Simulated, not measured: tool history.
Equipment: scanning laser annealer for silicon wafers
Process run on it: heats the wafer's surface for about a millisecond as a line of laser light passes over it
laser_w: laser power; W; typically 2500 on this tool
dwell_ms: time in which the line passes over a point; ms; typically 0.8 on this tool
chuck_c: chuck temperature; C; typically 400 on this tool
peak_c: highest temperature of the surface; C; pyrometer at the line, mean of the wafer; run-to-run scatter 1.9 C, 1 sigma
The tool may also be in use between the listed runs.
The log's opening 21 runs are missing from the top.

| run | hour | laser_w | dwell_ms | chuck_c | peak_c |
|---|---|---|---|---|---|
|  | 939.9 | laser's power meter calibrated, once more |
| 22 | 939.9 | 2549 | 0.741 | 371 | 1144 |
| 23 | 979.7 | 2549 | 0.741 | 371 | 1141 |
| 24 | 1013.2 | 2739 | 0.933 | 371 | 1313 |
| 25 | 1070.2 | 2693 | 0.796 | 389 | 1238 |
| 26 | 1132.5 | 2445 | 0.898 | 390 | 1189 |
| 27 | 1161.3 | 2136 | 0.59 | 400 | 941 |
| 28 | 1215.5 | 2233 | 0.8 | 433 | 1102 |
|  | 1250.2 | window over the wafer cleaned |
| 29 | 1267.4 | 2261 | 0.8 | 431 | 1161 |
| 30 | 1315.9 | 2734 | 0.8 | 431 | 1343 |
| 31 | 1356.9 | 2734 | 0.8 | 431 | 1341 |
| 32 | 1407.6 | 2734 | 0.561 | 431 | 1188 |
| 33 | 1460.9 | 2734 | 0.561 | 431 | 1188 |
|  | 1470.2 | optics aligned, line set to its width |
| 34 | 1494.2 | 2734 | 0.561 | 431 | 1195 |

3 options for the next run, each taken on its own from the tool as it stands now. Forecast them:
| A | 1522.1 | 2264 | 0.8 | 395 | ? |
| B | 1522.1 | 2734 | 0.72 | 409 | ? |
| C | 1522.1 | 2723 | 0.6 | 417 | ? |

| run | peak_c |
|---|---|
| A | 1120 |
| B | 1276 |
| C | 1200 |
The same runs, with their run-to-run variation unchanged, on a tool lacking any hidden condition would have given:
| run | peak_c |
|---|---|
| A | 1135 |
| B | 1293 |
| C | 1215 |
